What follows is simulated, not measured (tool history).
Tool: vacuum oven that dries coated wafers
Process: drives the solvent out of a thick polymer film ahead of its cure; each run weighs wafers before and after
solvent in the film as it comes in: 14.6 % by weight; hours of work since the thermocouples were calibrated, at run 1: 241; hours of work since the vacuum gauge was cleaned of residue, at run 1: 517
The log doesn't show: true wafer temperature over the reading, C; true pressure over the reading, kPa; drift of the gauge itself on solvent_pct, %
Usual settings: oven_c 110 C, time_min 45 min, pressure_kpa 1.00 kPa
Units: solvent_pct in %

run	hour	oven_c	time_min	pressure_kpa	hours of work since the thermocouples were calibrated	hours of work since the vacuum gauge was cleaned of residue	solvent_pct
1	0.0	110	45	1.00	241	517	0.85
2	5.5	110	45	1.00	244	520	0.85
3	15.9	110	45	1.00	249	526	0.82
4	25.7	110	45	3.44	255	531	1.60
5	32.4	110	45	3.28	258	535	1.59
6	44.0	110	45	3.28	265	541	1.61
7	51.4	110	45	3.28	269	545	1.57
8	60.1	110	45	3.28	273	550	1.61
9	68.7	110	45	1.00	278	555	0.91
10	76.5	110	45	1.00	282	559	0.83
# hour 78.7: vacuum gauge cleaned of residue and calibrated
11	89.6	110	45	2.36	289	6	1.37
12	101.6	110	32	2.36	295	12	2.02
13	112.7	108	57	0.54	301	18	0.56
14	121.2	96	29	0.54	306	23	4.70
15	128.3	121	72	3.59	310	27	0.90
16	138.9	121	72	3.59	316	33	0.90
# hour 143.0: vacuum gauge cleaned of residue and calibrated, once more
17	151.7	121	72	3.59	322	5	0.84
18	157.8	110	41	0.90	325	8	0.87
19	164.8	114	52	3.05	329	12	0.99
20	172.2	122	41	1.00	333	16	0.33
21	183.1	104	45	0.98	339	22	1.52

5 ways to go on from here, each from the tool as it stands after run 21. What would each give?
A	191.9	107	45	3.28	344	27	?
B	191.9	114	67	1.70	344	27	?
C	191.9	104	61	2.62	344	27	?
D	191.9	104	22	2.61	344	27	?
E	191.9	105	40	0.84	344	27	?

run	solvent_pct
A	1.94
B	0.51
C	1.55
D	4.60
E	1.62
Without the tool's hidden state the same runs would have given:
run	solvent_pct
A	1.81
B	0.48
C	1.44
D	4.37
E	1.47
